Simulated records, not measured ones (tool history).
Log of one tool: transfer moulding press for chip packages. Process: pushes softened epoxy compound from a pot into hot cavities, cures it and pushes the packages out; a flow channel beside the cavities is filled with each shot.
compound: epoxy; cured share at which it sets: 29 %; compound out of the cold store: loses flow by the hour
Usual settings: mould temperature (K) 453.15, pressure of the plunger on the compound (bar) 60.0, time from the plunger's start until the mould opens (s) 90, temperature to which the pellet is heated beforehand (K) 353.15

run   hour  mould temperature (K)  pressure of the plunger on the compound (bar)  time from the plunger's start until the mould opens (s)  temperature to which the pellet is heated beforehand (K)  incoming compound's hours out of the cold store  length that the compound runs in the flow channel (mm)  greatest force on the pins that push the packages out (N)
  1    0.0                 453.15                                           60.0                                                       90                                                    353.15                                             38.1                                                     509                                                        494
  2   24.3                 458.15                                           60.0                                                       90                                                    353.15                                             32.0                                                     509                                                        589
  3   41.8                 453.15                                           60.0                                                       90                                                    353.15                                             14.9                                                     543                                                        774
      56.2  -- cavities cleaned with cleaning compound and waxed
  4   58.7                 456.15                                           60.0                                                       90                                                    353.15                                             29.4                                                     512                                                        435
  5   79.3                 445.15                                           60.0                                                       90                                                    353.15                                             10.2                                                     563                                                       1051
  6   95.3                 445.15                                           60.0                                                       90                                                    353.15                                              9.3                                                     558                                                       1196
     112.8  -- cavities cleaned with cleaning compound and waxed
  7  119.7                 445.15                                           60.0                                                       90                                                    353.15                                             41.8                                                     501                                                        837
     126.9  -- mould's thermocouples calibrated
  8  143.2                 445.15                                           60.0                                                       90                                                    353.15                                              8.5                                                     555                                                       1094
  9  166.0                 445.15                                           51.7                                                       90                                                    353.15                                             31.8                                                     477                                                       1133
     172.6  -- cavities cleaned with cleaning compound and waxed
 10  183.3                 445.15                                           51.7                                                       90                                                    353.15                                             10.2                                                     508                                                        878
 11  202.5                 445.15                                           60.0                                                       90                                                    353.15                                              9.2                                                     541                                                       1126
 12  224.7                 445.15                                           60.0                                                       90                                                    353.15                                             24.8                                                     513                                                       1181
     230.3  -- cavities cleaned with cleaning compound and waxed
 13  241.6                 456.15                                           72.6                                                       90                                                    353.15                                             22.2                                                     543                                                        522
     254.0  -- plunger's sealing rings changed
 14  259.3                 456.15                                           72.6                                                       90                                                    353.15                                             46.8                                                     556                                                        614
 15  274.5                 450.15                                           72.6                                                      108                                                    355.15                                             41.2                                                     576                                                        665
     288.7  -- cavities cleaned with cleaning compound and waxed
 16  298.5                 450.15                                           72.6                                                      108                                                    355.15                                             18.4                                                     617                                                        511
 17  315.6                 450.15                                           47.7                                                      108                                                    355.15                                             35.6                                                     473                                                        616
 18  330.1                 457.15                                           60.0                                                       78                                                    360.15                                             18.2                                                     548                                                        784
 19  342.9                 457.15                                           60.0                                                       78                                                    360.15                                             41.4                                                     501                                                        803
     346.0  -- cavities cleaned with cleaning compound and waxed
 20  368.5                 457.15                                           53.8                                                       78                                                    360.15                                             40.9                                                     476                                                        651
 21  379.2                 457.15                                           53.8                                                      115                                                    361.15                                             11.0                                                     528                                                        610

Forecast run 22:
     403.2  -- cavities cleaned with cleaning compound and waxed
 22  404.6                 456.15                                           46.4                                                       90                                                    353.15                                             39.9                                                       ?                                                          ?

{"run 22": {"length that the compound runs in the flow channel (mm)": 439, "greatest force on the pins that push the packages out (N)": 430}}
Without the tool's hidden state the same run would have given length that the compound runs in the flow channel (mm) 456, greatest force on the pins that push the packages out (N) 413.

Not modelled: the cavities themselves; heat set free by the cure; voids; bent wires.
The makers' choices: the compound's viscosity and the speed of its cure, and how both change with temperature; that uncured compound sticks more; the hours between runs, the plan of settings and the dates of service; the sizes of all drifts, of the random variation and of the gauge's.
